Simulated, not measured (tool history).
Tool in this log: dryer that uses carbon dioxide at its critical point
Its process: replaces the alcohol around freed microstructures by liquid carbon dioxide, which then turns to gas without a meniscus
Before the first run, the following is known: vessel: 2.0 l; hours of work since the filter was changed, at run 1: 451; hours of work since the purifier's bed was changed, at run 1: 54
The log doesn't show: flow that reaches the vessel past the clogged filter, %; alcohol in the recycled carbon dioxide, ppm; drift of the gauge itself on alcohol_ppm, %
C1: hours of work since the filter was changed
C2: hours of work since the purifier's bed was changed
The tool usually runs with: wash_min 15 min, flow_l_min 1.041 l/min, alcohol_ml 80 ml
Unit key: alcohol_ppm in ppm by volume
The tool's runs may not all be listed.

{"run": 1, "hour": 0.0, "wash_min": 15, "flow_l_min": 1.041, "alcohol_ml": 80, "C1": 451, "C2": 54, "alcohol_ppm": 88}
{"run": 2, "hour": 8.3, "wash_min": 15, "flow_l_min": 1.041, "alcohol_ml": 80, "C1": 455, "C2": 57, "alcohol_ppm": 84}
{"run": 3, "hour": 13.5, "wash_min": 15, "flow_l_min": 1.041, "alcohol_ml": 80, "C1": 457, "C2": 60, "alcohol_ppm": 85}
{"run": 4, "hour": 24.7, "wash_min": 15, "flow_l_min": 1.041, "alcohol_ml": 80, "C1": 462, "C2": 65, "alcohol_ppm": 89}
{"run": 5, "hour": 33.5, "wash_min": 15, "flow_l_min": 1.041, "alcohol_ml": 80, "C1": 466, "C2": 68, "alcohol_ppm": 89}
{"run": 6, "hour": 40.0, "wash_min": 15, "flow_l_min": 1.041, "alcohol_ml": 80, "C1": 469, "C2": 71, "alcohol_ppm": 100}
{"run": 7, "hour": 46.4, "wash_min": 15, "flow_l_min": 1.041, "alcohol_ml": 80, "C1": 472, "C2": 74, "alcohol_ppm": 80}
{"run": 8, "hour": 54.9, "wash_min": 15, "flow_l_min": 1.041, "alcohol_ml": 80, "C1": 476, "C2": 78, "alcohol_ppm": 92}
{"run": 9, "hour": 59.9, "wash_min": 15, "flow_l_min": 1.041, "alcohol_ml": 80, "C1": 478, "C2": 80, "alcohol_ppm": 85}
{"run": 10, "hour": 65.1, "wash_min": 17, "flow_l_min": 1.041, "alcohol_ml": 80, "C1": 480, "C2": 82, "alcohol_ppm": 50}
{"run": 11, "hour": 70.5, "wash_min": 15, "flow_l_min": 1.29, "alcohol_ml": 80, "C1": 482, "C2": 85, "alcohol_ppm": 24}
{"run": 12, "hour": 76.6, "wash_min": 15, "flow_l_min": 1.29, "alcohol_ml": 80, "C1": 485, "C2": 87, "alcohol_ppm": 40}
{"run": 13, "hour": 86.5, "wash_min": 15, "flow_l_min": 1.0, "alcohol_ml": 80, "C1": 489, "C2": 92, "alcohol_ppm": 114}
{"run": 14, "hour": 96.5, "wash_min": 15, "flow_l_min": 1.0, "alcohol_ml": 80, "C1": 494, "C2": 96, "alcohol_ppm": 110}
{"run": 15, "hour": 102.2, "wash_min": 18, "flow_l_min": 1.041, "alcohol_ml": 80, "C1": 496, "C2": 98, "alcohol_ppm": 42}
{"run": 16, "hour": 114.0, "wash_min": 18, "flow_l_min": 1.041, "alcohol_ml": 80, "C1": 501, "C2": 104, "alcohol_ppm": 42}
{"run": 17, "hour": 119.4, "wash_min": 15, "flow_l_min": 1.11, "alcohol_ml": 99, "C1": 504, "C2": 106, "alcohol_ppm": 84}
{"run": 18, "hour": 127.2, "wash_min": 15, "flow_l_min": 1.59, "alcohol_ml": 35, "C1": 507, "C2": 109, "alcohol_ppm": 20}
{"run": 19, "hour": 136.7, "wash_min": 14, "flow_l_min": 0.67, "alcohol_ml": 80, "C1": 511, "C2": 114, "alcohol_ppm": 884}
{"run": 20, "hour": 142.2, "wash_min": 16, "flow_l_min": 0.77, "alcohol_ml": 80, "C1": 514, "C2": 116, "alcohol_ppm": 295}
{"run": 21, "hour": 148.1, "wash_min": 16, "flow_l_min": 0.77, "alcohol_ml": 80, "C1": 516, "C2": 119, "alcohol_ppm": 281}
{"run": 22, "hour": 153.4, "wash_min": 14, "flow_l_min": 0.75, "alcohol_ml": 34, "C1": 519, "C2": 121, "alcohol_ppm": 255}
{"run": 23, "hour": 158.2, "wash_min": 23, "flow_l_min": 1.64, "alcohol_ml": 59, "C1": 521, "C2": 123, "alcohol_ppm": 28}
{"run": 24, "hour": 168.1, "wash_min": 23, "flow_l_min": 1.64, "alcohol_ml": 59, "C1": 525, "C2": 127, "alcohol_ppm": 24}
{"run": 25, "hour": 177.4, "wash_min": 13, "flow_l_min": 0.95, "alcohol_ml": 59, "C1": 529, "C2": 131, "alcohol_ppm": 232}
{"run": 26, "hour": 182.7, "wash_min": 13, "flow_l_min": 0.77, "alcohol_ml": 37, "C1": 532, "C2": 134, "alcohol_ppm": 330}
{"run": 27, "hour": 192.0, "wash_min": 24, "flow_l_min": 0.86, "alcohol_ml": 80, "C1": 536, "C2": 138, "alcohol_ppm": 29}
{"run": 28, "hour": 202.9, "wash_min": 11, "flow_l_min": 0.86, "alcohol_ml": 25, "C1": 540, "C2": 143, "alcohol_ppm": 300}
{"run": 29, "hour": 209.3, "wash_min": 15, "flow_l_min": 1.69, "alcohol_ml": 56, "C1": 543, "C2": 145, "alcohol_ppm": 28}
{"run": 30, "hour": 214.2, "wash_min": 10, "flow_l_min": 1.47, "alcohol_ml": 56, "C1": 545, "C2": 148, "alcohol_ppm": 108}
{"run": 31, "hour": 224.1, "wash_min": 10, "flow_l_min": 1.47, "alcohol_ml": 56, "C1": 550, "C2": 152, "alcohol_ppm": 113}

Branching from run 31: 3 alternative next runs. What would each branch give?
{"run": "A", "hour": 229.7, "wash_min": 20, "flow_l_min": 1.32, "alcohol_ml": 82, "C1": 552, "C2": 154, "alcohol_ppm": "?"}
{"run": "B", "hour": 229.7, "wash_min": 19, "flow_l_min": 1.35, "alcohol_ml": 104, "C1": 552, "C2": 154, "alcohol_ppm": "?"}
{"run": "C", "hour": 229.7, "wash_min": 10, "flow_l_min": 1.25, "alcohol_ml": 56, "C1": 552, "C2": 154, "alcohol_ppm": "?"}

run=A alcohol_ppm=33
run=B alcohol_ppm=32
run=C alcohol_ppm=233
What these runs would have given with no unlogged condition in the tool:
run=A alcohol_ppm=11
run=B alcohol_ppm=10
run=C alcohol_ppm=142
